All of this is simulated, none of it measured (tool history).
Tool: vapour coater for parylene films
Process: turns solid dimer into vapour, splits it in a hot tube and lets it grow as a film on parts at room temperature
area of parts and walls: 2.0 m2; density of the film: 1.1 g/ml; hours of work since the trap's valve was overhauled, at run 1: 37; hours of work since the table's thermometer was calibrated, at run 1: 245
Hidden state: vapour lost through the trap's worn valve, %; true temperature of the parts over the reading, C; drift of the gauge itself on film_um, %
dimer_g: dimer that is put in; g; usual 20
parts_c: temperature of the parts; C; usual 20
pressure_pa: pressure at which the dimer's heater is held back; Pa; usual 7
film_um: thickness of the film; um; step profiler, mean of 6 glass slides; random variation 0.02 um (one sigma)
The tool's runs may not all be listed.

run  hour  dimer_g  parts_c  pressure_pa  hours of work since the trap's valve was overhauled  hours of work since the table's thermometer was calibrated  film_um
  1     0       20       20            7                                                   37                                                         245     4.07
  2   8.7       20       12            7                                                   42                                                         250      5.6
  3  23.3       20       12            7                                                   49                                                         257     5.64
  4  37.3       20       20            7                                                   56                                                         264     4.03
  5  44.8       20       20            7                                                   60                                                         268     4.04
  6  53.3       20       20            7                                                   65                                                         272        4
  7    61       21       16         4.29                                                   68                                                         276     5.34
  8  71.2       10       15         8.39                                                   74                                                         282      2.4

Run 9 comes next. What will it give?
  9  80.8       10       14         2.18                                                   79                                                         286        ?

Run 9 gave film_um 3.03 um.
Without the tool's hidden state the same run would have given film_um 3.12 um.

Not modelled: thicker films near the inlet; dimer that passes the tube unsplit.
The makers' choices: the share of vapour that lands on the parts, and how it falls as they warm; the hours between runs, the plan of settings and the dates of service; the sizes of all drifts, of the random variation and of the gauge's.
